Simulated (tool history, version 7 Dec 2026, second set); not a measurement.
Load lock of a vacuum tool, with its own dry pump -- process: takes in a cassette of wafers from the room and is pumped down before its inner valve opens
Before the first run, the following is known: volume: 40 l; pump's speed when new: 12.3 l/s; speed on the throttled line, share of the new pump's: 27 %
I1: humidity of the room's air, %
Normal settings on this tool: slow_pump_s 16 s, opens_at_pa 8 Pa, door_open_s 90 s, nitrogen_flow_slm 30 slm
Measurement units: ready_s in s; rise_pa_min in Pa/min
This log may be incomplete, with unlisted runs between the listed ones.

Run 1, hour 0.0: usual settings; I1 46.4. Result: ready_s 43.9 s, rise_pa_min 0.054 Pa/min.
Run 2, hour 65.1: usual settings but door_open_s 108 s; I1 46.4. Result: ready_s 44.9 s, rise_pa_min 0.057 Pa/min.
Run 3, hour 139.1: usual settings; I1 46.6. Result: ready_s 44.1 s, rise_pa_min 0.055 Pa/min.
Run 4, hour 257.7: usual settings but slow_pump_s 12 s; I1 43.1. Result: ready_s 41.6 s, rise_pa_min 0.053 Pa/min.
Run 5, hour 316.8: usual settings but slow_pump_s 12 s; I1 45.2. Result: ready_s 41.1 s, rise_pa_min 0.061 Pa/min.
Run 6, hour 424.9: usual settings but slow_pump_s 12 s; I1 45.1. Result: ready_s 41.5 s, rise_pa_min 0.059 Pa/min.
Run 7, hour 505.1: usual settings but slow_pump_s 12 s; I1 46.3. Result: ready_s 41.9 s, rise_pa_min 0.057 Pa/min.
Run 8, hour 625.3: usual settings but slow_pump_s 9 s; I1 43.2. Result: ready_s 39.5 s, rise_pa_min 0.050 Pa/min.
Run 9, hour 707.7: usual settings but slow_pump_s 9 s, door_open_s 168 s; I1 44.3. Result: ready_s 39.9 s, rise_pa_min 0.067 Pa/min.
Run 10, hour 770.9: usual settings but slow_pump_s 9 s, door_open_s 168 s; I1 44.1. Result: ready_s 39.0 s, rise_pa_min 0.065 Pa/min.
Run 11, hour 833.0: usual settings but slow_pump_s 9 s, door_open_s 168 s; I1 42.7. Result: ready_s 39.6 s, rise_pa_min 0.073 Pa/min.
Run 12, hour 893.2: usual settings but slow_pump_s 9 s, door_open_s 168 s; I1 45.4. Result: ready_s 39.3 s, rise_pa_min 0.067 Pa/min.
Run 13, hour 951.0: usual settings but slow_pump_s 19 s; I1 43.6. Result: ready_s 47.2 s, rise_pa_min 0.066 Pa/min.
Run 14, hour 1033.7: usual settings; I1 44.2. Result: ready_s 44.4 s, rise_pa_min 0.056 Pa/min.
Run 15, hour 1113.2: usual settings; I1 46.5. Result: ready_s 44.5 s, rise_pa_min 0.060 Pa/min.
Run 16, hour 1214.0: usual settings; I1 46.0. Result: ready_s 44.6 s, rise_pa_min 0.067 Pa/min.
Run 17, hour 1278.0: usual settings; I1 47.3. Result: ready_s 44.5 s, rise_pa_min 0.065 Pa/min.
Run 18, hour 1388.1: usual settings; I1 41.4. Result: ready_s 45.1 s, rise_pa_min 0.066 Pa/min.
Run 19, hour 1490.9: usual settings; I1 45.6. Result: ready_s 44.7 s, rise_pa_min 0.067 Pa/min.
Run 20, hour 1556.7: usual settings; I1 44.1. Result: ready_s 45.3 s, rise_pa_min 0.062 Pa/min.
Run 21, hour 1622.2: usual settings; I1 47.1. Result: ready_s 45.3 s, rise_pa_min 0.068 Pa/min.
Run 22, hour 1714.5: usual settings but slow_pump_s 8 s, door_open_s 44 s; I1 47.5. Result: ready_s 39.1 s, rise_pa_min 0.056 Pa/min.
Run 23, hour 1824.3: usual settings but slow_pump_s 8 s, door_open_s 44 s; I1 46.4. Result: ready_s 39.6 s, rise_pa_min 0.059 Pa/min.
Run 24, hour 1918.5: usual settings but slow_pump_s 15 s, nitrogen_flow_slm 5 slm; I1 46.7. Result: ready_s 43.7 s, rise_pa_min 0.086 Pa/min.
Run 25, hour 2023.2: usual settings but door_open_s 31 s; I1 44.1. Result: ready_s 45.2 s, rise_pa_min 0.049 Pa/min.
Run 26, hour 2131.1: usual settings but slow_pump_s 9 s; I1 45.2. Result: ready_s 40.1 s, rise_pa_min 0.069 Pa/min.
Run 27, hour 2230.6: usual settings but slow_pump_s 26 s, opens_at_pa 10 Pa, door_open_s 187 s, nitrogen_flow_slm 11 slm; I1 39.5. Result: ready_s 50.8 s, rise_pa_min 0.093 Pa/min.
Run 28, hour 2308.8: usual settings but slow_pump_s 12 s, opens_at_pa 7 Pa, nitrogen_flow_slm 9 slm; I1 45.1. Result: ready_s 42.9 s, rise_pa_min 0.085 Pa/min.
Run 29, hour 2408.6: usual settings but slow_pump_s 17 s, opens_at_pa 15 Pa, door_open_s 47 s, nitrogen_flow_slm 11 slm; I1 42.3. Result: ready_s 44.0 s, rise_pa_min 0.074 Pa/min.
Run 30, hour 2482.7: usual settings but door_open_s 28 s, nitrogen_flow_slm 43 slm; I1 41.0. Result: ready_s 45.4 s, rise_pa_min 0.053 Pa/min.
Run 31, hour 2544.4: usual settings but slow_pump_s 10 s, opens_at_pa 7 Pa, door_open_s 80 s, nitrogen_flow_slm 23 slm; I1 46.4. Result: ready_s 42.0 s, rise_pa_min 0.074 Pa/min.
Run 32, hour 2623.2: usual settings but slow_pump_s 10 s, opens_at_pa 7 Pa, door_open_s 80 s, nitrogen_flow_slm 23 slm; I1 43.4. Result: ready_s 42.0 s, rise_pa_min 0.078 Pa/min.
Run 33, hour 2687.8: usual settings but slow_pump_s 8 s, opens_at_pa 11 Pa, nitrogen_flow_slm 9 slm; I1 44.9. Result: ready_s 38.6 s, rise_pa_min 0.087 Pa/min.
Run 34, hour 2767.9: usual settings but slow_pump_s 8 s, opens_at_pa 11 Pa, nitrogen_flow_slm 9 slm; I1 47.6. Result: ready_s 38.6 s, rise_pa_min 0.093 Pa/min.
Run 35, hour 2882.3: usual settings but slow_pump_s 11 s, door_open_s 34 s; I1 44.5. Result: ready_s 42.5 s, rise_pa_min 0.066 Pa/min.
Run 36, hour 2945.4: usual settings but slow_pump_s 11 s, door_open_s 34 s, nitrogen_flow_slm 7 slm; I1 45.8. Result: ready_s 41.0 s, rise_pa_min 0.075 Pa/min.

Here are 3 independent what-if runs from the current tool condition. What would each one return?
Run A, hour 3030.4: usual settings but slow_pump_s 11 s, opens_at_pa 14 Pa, door_open_s 34 s, nitrogen_flow_slm 7 slm; I1 46.8. Result: ready_s ?, rise_pa_min ?.
Run B, hour 3030.4: usual settings but opens_at_pa 12 Pa; I1 43.7. Result: ready_s ?, rise_pa_min ?.
Run C, hour 3030.4: usual settings but slow_pump_s 25 s, opens_at_pa 9 Pa, door_open_s 153 s; I1 44.2. Result: ready_s ?, rise_pa_min ?.

run  ready_s  rise_pa_min
  A     39.1        0.075
  B     43.6        0.076
  C     52.0        0.083
Without the tool's unlogged condition, the same runs would have read:
run  ready_s  rise_pa_min
  A     36.0        0.028
  B     40.6        0.029
  C     49.0        0.037
